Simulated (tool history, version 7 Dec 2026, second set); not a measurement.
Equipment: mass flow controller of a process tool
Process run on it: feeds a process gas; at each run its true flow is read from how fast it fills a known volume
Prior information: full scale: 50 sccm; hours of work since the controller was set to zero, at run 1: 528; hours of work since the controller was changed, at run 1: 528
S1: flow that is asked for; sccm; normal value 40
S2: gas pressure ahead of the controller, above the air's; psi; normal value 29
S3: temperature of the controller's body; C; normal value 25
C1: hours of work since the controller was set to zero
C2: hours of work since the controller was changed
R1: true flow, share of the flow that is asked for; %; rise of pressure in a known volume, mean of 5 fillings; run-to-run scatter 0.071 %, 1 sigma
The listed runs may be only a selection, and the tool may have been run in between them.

run	hour	S1	S2	S3	C1	C2	R1
1	0	40	29	25	528	528	99.36
2	86.9	40	29	25	563	563	99.4
3	139.6	40	29	25	583	583	99.41
4	226.8	40	29	25	618	618	99.54
5	293.3	8	29	25	644	644	97.36
6	358.3	6	29	25	669	669	96.89
7	433.6	40	21.3	25	699	699	98.91
8	476.2	40	23.2	25	716	716	99.21
9	556	7	23.2	25	747	747	96.73
10	593.4	7	23.2	25	762	762	96.56
11	654.7	7	23.2	25	786	786	96.57
12	715.4	5	29	25	810	810	96.28
13	780.7	5	29	25	836	836	96.35
14	855.8	40	29	36	865	865	100.26
15	907.4	40	29	25	885	885	99.42
16	973.9	40	29.2	25	912	912	99.58
17	1017.1	40	29.2	25	929	929	99.47
18	1087.2	40	29.2	25	956	956	99.51
19	1155.2	40	29.2	25	983	983	99.51
20	1221.2	40	29.2	25	1009	1009	99.58
21	1294.6	40	29.2	25	1038	1038	99.52
22	1371	40	29.2	25	1068	1068	99.48
23	1431.6	21	29	25	1092	1092	98.42
24	1491.2	29	29	25	1115	1115	98.98
25	1555	14	26.3	26	1140	1140	97.69
26	1639.8	14	26.3	26	1174	1174	97.78
27	1714.9	10	29	25	1203	1203	97.32
28	1758.3	40	22	24	1220	1220	99.09

Run 29 is up next; what results do you expect?
29	1806.8	12	25.2	24	1239	1239	?

R1: 97.49 %
With the hidden condition absent and the run-to-run variation left alone, this run would have shown R1 98.32 %.
